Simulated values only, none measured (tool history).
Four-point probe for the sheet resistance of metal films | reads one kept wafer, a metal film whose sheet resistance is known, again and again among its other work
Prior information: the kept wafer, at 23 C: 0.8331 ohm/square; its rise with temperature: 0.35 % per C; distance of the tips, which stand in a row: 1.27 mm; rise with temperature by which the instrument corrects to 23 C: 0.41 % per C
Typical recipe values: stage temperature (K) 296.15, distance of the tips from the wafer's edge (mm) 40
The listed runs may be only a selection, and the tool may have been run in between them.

run,day,stage temperature (K),distance of the tips from the wafer's edge (mm),sheet resistance as the instrument gives it (ohm/square)
1,0,296.15,40,0.834085
2,1.746,296.15,4,0.876694
3,3.146,296.15,4,0.877161
4,4.154,296.15,4,0.877444
5,5.462,303.15,40,0.831353
6,6.525,294.15,40,0.836071
7,7.629,294.15,4,0.878676
8,9.175,294.15,4,0.878898
9,11.092,296.15,40,0.835559
10,13.046,296.15,44,0.835901
11,15.321,296.15,13,0.839845
12,17.054,296.15,13,0.840127
13,19.321,296.15,31,0.836865
14,20.542,296.15,31,0.83722
15,21.529,296.15,31,0.837254
16,22.7,296.15,31,0.83747
17,25.012,296.15,40,0.837557
18,26.462,296.15,40,0.837727
19,27.638,296.15,40,0.83786
20,29.612,292.15,40,0.840234
21,30.808,292.15,40,0.840468
22,33,296.15,40,0.838739
23,34.654,306.15,40,0.833896
24,36.179,306.15,40,0.833862
25,38.375,306.15,40,0.833846
26,40.217,301.15,56,0.836754
27,41.612,301.15,6,0.856168
28,43.3,295.15,40,0.840642
29,44.612,306.15,12,0.839425
30,45.917,306.15,12,0.839339
31,47.492,306.15,12,0.840197
32,48.471,296.15,8,0.85137
33,49.733,300.15,66,0.838107
34,51.4,296.15,14,0.844232
35,52.383,301.15,4,0.880957
36,54.008,302.15,20,0.839547
37,55.492,302.15,9,0.846641
38,57.325,306.15,18,0.838535
39,58.292,306.15,18,0.838338
40,59.675,305.15,48,0.837201
41,62.012,297.15,41,0.841736
42,63.183,297.15,41,0.841692
43,64.492,307.15,12,0.841512
# day 64.883: new probe head fitted
44,66.638,307.15,12,0.832987
45,68.775,307.15,12,0.83346

The logged runs with the hidden state left out (each run's random variation unchanged):
What the log doesn't record here: inner tips' distance over the nominal, %; tips' flats over new ones', %; wafer's true temperature over the reading, C; drift of the gauge itself on sheet_ohm, %.
run,sheet resistance as the instrument gives it (ohm/square)
1,0.833357
2,0.875708
3,0.875968
4,0.876115
5,0.829906
6,0.834488
7,0.876884
8,0.876875
9,0.833392
10,0.833492
11,0.837113
12,0.837183
13,0.83364
14,0.833846
15,0.833754
16,0.833805
17,0.833581
18,0.833558
19,0.833544
20,0.835665
21,0.83573
22,0.833709
23,0.828656
24,0.828416
25,0.828129
26,0.830805
27,0.849935
28,0.834317
29,0.832935
30,0.832684
31,0.833334
32,0.844343
33,0.831021
34,0.836909
35,0.873195
36,0.831924
37,0.83878
38,0.830502
39,0.830179
40,0.828886
41,0.83307
42,0.832869
43,0.832504
44,0.832432
45,0.832608

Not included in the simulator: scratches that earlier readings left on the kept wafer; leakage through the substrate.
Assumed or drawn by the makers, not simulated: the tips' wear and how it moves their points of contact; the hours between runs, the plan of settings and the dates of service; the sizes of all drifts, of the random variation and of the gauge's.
